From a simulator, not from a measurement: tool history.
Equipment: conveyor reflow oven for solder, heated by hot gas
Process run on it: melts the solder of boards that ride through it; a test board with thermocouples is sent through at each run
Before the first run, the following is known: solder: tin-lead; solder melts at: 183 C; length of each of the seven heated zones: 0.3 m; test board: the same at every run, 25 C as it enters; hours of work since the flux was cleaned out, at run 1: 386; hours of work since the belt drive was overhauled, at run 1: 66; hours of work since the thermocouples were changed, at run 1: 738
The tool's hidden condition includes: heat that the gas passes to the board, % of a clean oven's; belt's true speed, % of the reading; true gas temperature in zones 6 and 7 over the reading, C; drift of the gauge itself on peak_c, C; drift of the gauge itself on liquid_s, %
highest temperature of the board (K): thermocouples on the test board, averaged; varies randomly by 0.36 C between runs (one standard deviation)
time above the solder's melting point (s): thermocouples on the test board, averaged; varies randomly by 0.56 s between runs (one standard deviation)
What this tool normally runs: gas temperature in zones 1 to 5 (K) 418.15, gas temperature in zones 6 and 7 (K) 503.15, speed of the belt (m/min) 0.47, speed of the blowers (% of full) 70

run	hour	gas temperature in zones 1 to 5 (K)	gas temperature in zones 6 and 7 (K)	speed of the belt (m/min)	speed of the blowers (% of full)	hours of work since the flux was cleaned out	hours of work since the belt drive was overhauled	hours of work since the thermocouples were changed	highest temperature of the board (K)	time above the solder's melting point (s)
1	0	418.15	503.15	0.47	70	386	66	738	491.25	61.2
2	11.8	418.15	503.15	0.464	70	392	71	744	492.15	63.4
3	36.2	418.15	503.15	0.464	70	403	83	756	491.45	62.9
4	60.9	418.15	503.15	0.464	70	415	95	767	491.45	62.1
5	82.6	418.15	503.15	0.464	70	426	106	778	491.65	62.9
6	100.2	418.15	499.15	0.464	70	434	114	786	488.05	59.5
7	116.1	418.15	503.15	0.392	70	442	122	794	495.95	77.6
8	138.2	418.15	503.15	0.392	70	452	132	805	495.75	76.9
9	159.7	418.15	503.15	0.392	70	463	143	815	496.15	77.9
10	176.9	418.15	503.15	0.47	64	471	151	823	489.75	59.5
11	192.6	418.15	503.15	0.47	64	479	158	831	489.65	59.3
# hour 203.8: flux residue cleaned out of gas plates and filters
12	210.1	418.15	503.15	0.47	64	3	164	837	488.15	58.4
13	225.9	418.15	503.15	0.47	70	11	172	844	490.05	59.8
14	249.7	425.15	503.15	0.47	70	22	184	856	491.65	64.7
15	273.4	425.15	503.15	0.47	70	33	195	867	491.75	63.7
# hour 285.4: flux residue cleaned out of gas plates and filters, once more
16	299.4	425.15	503.15	0.47	70	7	205	877	494.45	66.8
17	315.7	432.15	497.15	0.503	77	15	213	885	490.25	62.8
18	335	424.15	493.15	0.503	77	24	222	895	485.35	56.7
19	357.9	418.15	503.15	0.47	76	35	233	906	494.95	64.8

Run 20 is up next; what results do you expect?
20	372.9	426.15	498.15	0.388	68	42	240	913	?	?

Run 20 yielded highest temperature of the board (K) 493.55, time above the solder's melting point (s) 82.4.
With no hidden state in the tool, this same run would have given highest temperature of the board (K) 491.25, time above the solder's melting point (s) 80.4.
